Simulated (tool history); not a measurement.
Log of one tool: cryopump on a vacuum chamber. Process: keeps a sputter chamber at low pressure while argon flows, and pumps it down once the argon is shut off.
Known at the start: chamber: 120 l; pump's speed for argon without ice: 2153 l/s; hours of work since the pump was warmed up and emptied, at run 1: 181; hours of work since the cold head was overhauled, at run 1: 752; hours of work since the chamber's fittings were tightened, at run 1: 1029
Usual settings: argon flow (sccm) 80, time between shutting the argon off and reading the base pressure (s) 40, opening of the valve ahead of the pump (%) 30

| run | hour | argon flow (sccm) | time between shutting the argon off and reading the base pressure (s) | opening of the valve ahead of the pump (%) | hours of work since the pump was warmed up and emptied | hours of work since the cold head was overhauled | hours of work since the chamber's fittings were tightened | pressure while argon flows (Pa) | pressure after the wait (uPa) |
|---|---|---|---|---|---|---|---|---|---|
| 1 | 0 | 80 | 40 | 30 | 181 | 752 | 1029 | 0.2161 | 0.94 |
| 2 | 30.4 | 80 | 40 | 30 | 202 | 772 | 1050 | 0.2176 | 0.94 |
| 3 | 51 | 80 | 40 | 30 | 216 | 786 | 1064 | 0.2163 | 0.95 |
| 4 | 67 | 80 | 40 | 30 | 226 | 797 | 1074 | 0.2171 | 0.93 |
| 5 | 101.3 | 80 | 205 | 30 | 250 | 820 | 1098 | 0.217 | 0.39 |
| 6 | 116.2 | 80 | 40 | 30 | 260 | 830 | 1108 | 0.2187 | 0.97 |
| 7 | 148.1 | 80 | 49 | 30 | 281 | 852 | 1129 | 0.2205 | 0.84 |
| 8 | 169.9 | 80 | 40 | 26 | 296 | 866 | 1144 | 0.2517 | 0.95 |
| 9 | 184.4 | 80 | 40 | 30 | 306 | 876 | 1154 | 0.2202 | 0.99 |
| 10 | 216.7 | 80 | 40 | 30 | 327 | 898 | 1175 | 0.2197 | 0.97 |
| 11 | 251.2 | 80 | 40 | 30 | 351 | 921 | 1199 | 0.2225 | 0.97 |
| 12 | 275.6 | 80 | 40 | 30 | 367 | 938 | 1215 | 0.2228 | 0.99 |
| 13 | 297.5 | 80 | 40 | 30 | 382 | 952 | 1230 | 0.2248 | 0.97 |
| 14 | 317.7 | 159 | 21 | 19 | 396 | 966 | 1244 | 0.6849 | 1.66 |
| 15 | 331.8 | 159 | 21 | 19 | 405 | 975 | 1253 | 0.6813 | 1.66 |
| 16 | 358.2 | 40 | 286 | 49 | 423 | 993 | 1271 | 0.0718 | 0.39 |
| 17 | 377.4 | 121 | 199 | 44 | 436 | 1006 | 1284 | 0.2425 | 0.44 |
| 18 | 411.9 | 100 | 179 | 44 | 459 | 1029 | 1307 | 0.2018 | 0.43 |
| 19 | 446 | 55 | 24 | 50 | 482 | 1052 | 1330 | 0.0993 | 1.48 |
| 20 | 462.2 | 41 | 71 | 57 | 493 | 1063 | 1341 | 0.0669 | 0.71 |
| 21 | 478.3 | 40 | 230 | 18 | 504 | 1074 | 1352 | 0.1837 | 0.43 |
| 22 | 500.3 | 34 | 57 | 30 | 519 | 1089 | 1367 | 0.0982 | 0.8 |

Forecast each of these 5 alternatives for the next run:
| A | 527.2 | 80 | 40 | 19 | 537 | 1107 | 1385 | ? | ? |
| B | 527.2 | 59 | 57 | 18 | 537 | 1107 | 1385 | ? | ? |
| C | 527.2 | 49 | 246 | 23 | 537 | 1107 | 1385 | ? | ? |
| D | 527.2 | 34 | 57 | 23 | 537 | 1107 | 1385 | ? | ? |
| E | 527.2 | 34 | 28 | 30 | 537 | 1107 | 1385 | ? | ? |

| run | pressure while argon flows (Pa) | pressure after the wait (uPa) |
|---|---|---|
| A | 0.3511 | 1.02 |
| B | 0.2722 | 0.84 |
| C | 0.1815 | 0.43 |
| D | 0.1264 | 0.83 |
| E | 0.0978 | 1.34 |
Without the tool's hidden state the same runs would have given:
| run | pressure while argon flows (Pa) | pressure after the wait (uPa) |
|---|---|---|
| A | 0.3289 | 0.85 |
| B | 0.2558 | 0.67 |
| C | 0.1679 | 0.26 |
| D | 0.1169 | 0.66 |
| E | 0.0883 | 1.17 |

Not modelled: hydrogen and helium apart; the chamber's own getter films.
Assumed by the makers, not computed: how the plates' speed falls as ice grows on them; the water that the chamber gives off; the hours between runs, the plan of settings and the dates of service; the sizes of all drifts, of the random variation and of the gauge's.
